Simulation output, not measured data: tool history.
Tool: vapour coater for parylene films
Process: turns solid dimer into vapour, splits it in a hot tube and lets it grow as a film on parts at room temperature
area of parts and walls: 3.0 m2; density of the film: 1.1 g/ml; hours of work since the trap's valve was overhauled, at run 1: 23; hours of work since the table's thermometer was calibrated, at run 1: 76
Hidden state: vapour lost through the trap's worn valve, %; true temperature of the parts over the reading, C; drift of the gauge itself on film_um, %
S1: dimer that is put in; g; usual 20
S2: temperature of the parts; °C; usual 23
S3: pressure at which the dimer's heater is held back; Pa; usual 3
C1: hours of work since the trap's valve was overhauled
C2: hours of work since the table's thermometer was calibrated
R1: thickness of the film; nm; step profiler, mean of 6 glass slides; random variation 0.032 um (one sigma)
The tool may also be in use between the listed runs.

run     day  S1  S2     S3   C1   C2    R1
  1       0  20  23      3   23   76  4300
  2   0.779  20  23      3   32   85  4330
  3   1.312  20  23   6.65   38   91  3870
  4   2.042  20  23   6.65   46   99  3900
  5   2.971  20  23   6.65   56  109  3860
  6   3.396  20  23   6.65   61  114  3810
  7   4.333  20  23   6.65   71  124  3800
  8   5.167  20  23      3   80  133  4320
  9   5.821  20  23      3   88  140  4240
 10   6.667  20  23   4.95   97  150  3940
 11   7.621  20  23   4.95  107  160  3960
 12   8.183  20  23   4.95  114  166  3980
 13   8.983  20  23      3  122  175  4240
 14   9.575  30  27   9.39  129  182  4900
 15  10.292  13  28  10.22  137  190  2040
 16  11.225  13  28  10.22  147  200  2040
 17  11.975   8  26   3.74  155  208  1520
 18  12.846  21  26  10.44  165  218  3460
 19  13.742   9  26   3.63  175  227  1720
 20  14.212   9  16   3.52  180  233  2200
 21  14.742   9  16   3.52  186  238  2210
 22  15.538   9  20   3.88  194  247  1980
 23  15.975  11  23   2.84  199  252  2340
 24  16.992  24  30      3  210  263  4250
 25  17.683  12  17   3.58  218  271  2840

The same runs without the tool's hidden state, with the same run-to-run variation:
run    R1
  1  4330
  2  4370
  3  3910
  4  3950
  5  3920
  6  3870
  7  3860
  8  4400
  9  4320
 10  4030
 11  4050
 12  4080
 13  4350
 14  5030
 15  2100
 16  2100
 17  1570
 18  3570
 19  1780
 20  2280
 21  2290
 22  2060
 23  2430
 24  4430
 25  2960
